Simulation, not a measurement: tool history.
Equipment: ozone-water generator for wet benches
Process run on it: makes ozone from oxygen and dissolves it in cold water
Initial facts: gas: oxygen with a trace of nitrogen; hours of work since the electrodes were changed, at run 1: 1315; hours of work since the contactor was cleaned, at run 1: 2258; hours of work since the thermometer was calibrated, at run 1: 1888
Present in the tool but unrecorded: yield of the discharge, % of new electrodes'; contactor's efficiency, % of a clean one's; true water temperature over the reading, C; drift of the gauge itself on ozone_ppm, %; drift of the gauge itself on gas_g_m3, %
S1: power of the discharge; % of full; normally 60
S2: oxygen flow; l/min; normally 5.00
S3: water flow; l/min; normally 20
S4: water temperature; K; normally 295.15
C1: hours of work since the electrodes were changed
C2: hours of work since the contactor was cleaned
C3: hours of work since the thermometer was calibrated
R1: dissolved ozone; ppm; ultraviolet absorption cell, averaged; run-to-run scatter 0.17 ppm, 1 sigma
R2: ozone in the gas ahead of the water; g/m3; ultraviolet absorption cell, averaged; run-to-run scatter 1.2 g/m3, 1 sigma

run	hour	S1	S2	S3	S4	C1	C2	C3	R1	R2
1	0.0	60	5.00	20	295.15	1315	2258	1888	22.3	209.4
2	18.0	60	5.00	20	296.15	1330	2274	1904	22.1	213.1
3	56.7	60	5.00	20	301.15	1363	2307	1937	20.1	213.3
4	78.5	60	5.00	20	291.15	1382	2326	1956	23.6	210.6
5	97.5	60	5.00	20	291.15	1398	2342	1972	23.4	213.6
6	125.5	60	5.00	20	300.15	1422	2366	1996	20.3	211.8
7	147.5	60	5.00	20	300.15	1441	2385	2015	20.5	210.8
8	167.3	60	5.00	20	295.15	1458	2402	2032	22.1	211.9
9	192.6	60	5.00	20	295.15	1480	2423	2054	22.4	208.9
10	209.9	60	5.00	20	299.15	1495	2438	2069	21.0	210.5
11	244.0	47	5.00	20	295.15	1524	2468	2098	18.2	173.9
12	276.3	47	5.00	20	288.15	1552	2495	2126	20.3	173.9
# hour 282.2: contactor cleaned
13	318.0	47	5.00	20	288.15	1584	31	2158	20.5	173.0
14	335.2	47	5.00	20	288.15	1599	46	2173	20.3	173.9
15	373.2	47	5.00	20	288.15	1631	78	2205	20.3	173.3
16	413.4	60	5.00	20	295.15	1666	113	2240	21.9	212.2
17	450.1	60	5.00	20	295.15	1698	144	2271	22.3	210.7
18	468.5	60	5.00	20	295.15	1713	160	2287	22.1	211.7
19	493.7	76	5.00	21	295.15	1735	182	2309	25.6	252.7
20	511.2	83	5.63	14	292.15	1750	197	2324	37.6	253.8
# hour 518.9: contactor cleaned, once more
21	544.1	60	7.45	20	297.15	1775	22	2349	20.8	167.7
22	562.9	60	7.45	20	297.15	1791	38	2365	20.9	167.0
23	603.1	60	7.45	20	297.15	1825	72	2399	20.8	168.9
24	623.2	60	5.00	14	289.15	1843	89	2417	31.7	207.5
25	652.9	63	3.97	29	288.15	1868	115	2442	17.8	250.3
26	674.2	63	3.97	29	288.15	1886	133	2460	18.0	246.0
27	710.3	61	5.40	27	301.15	1918	164	2491	16.3	205.1
# hour 732.1: water thermometer calibrated
28	742.9	60	4.05	20	295.15	1945	192	9	22.5	236.3
29	780.3	91	6.58	31	288.15	1977	224	41	24.0	248.0
30	808.2	91	6.58	32	299.15	2001	248	65	20.1	246.9
31	832.7	91	8.97	32	301.15	2022	269	86	18.9	206.8
32	866.6	91	8.97	32	301.15	2051	298	116	19.0	209.3

4 options for the next run, each taken on its own from the tool as it stands now. Forecast them:
A	907.5	97	3.87	20	293.15	2086	333	151	?	?
B	907.5	44	6.59	21	301.15	2086	333	151	?	?
C	907.5	60	5.00	21	295.15	2086	333	151	?	?
D	907.5	65	5.00	23	295.15	2086	333	151	?	?

run	R1	R2
A	33.8	351.2
B	14.7	140.6
C	21.6	208.7
D	21.2	223.0
Stripped of hidden state, with their random variation kept, the same runs would have yielded:
run	R1	R2
A	35.8	371.3
B	15.2	144.5
C	22.5	216.9
D	22.2	232.4
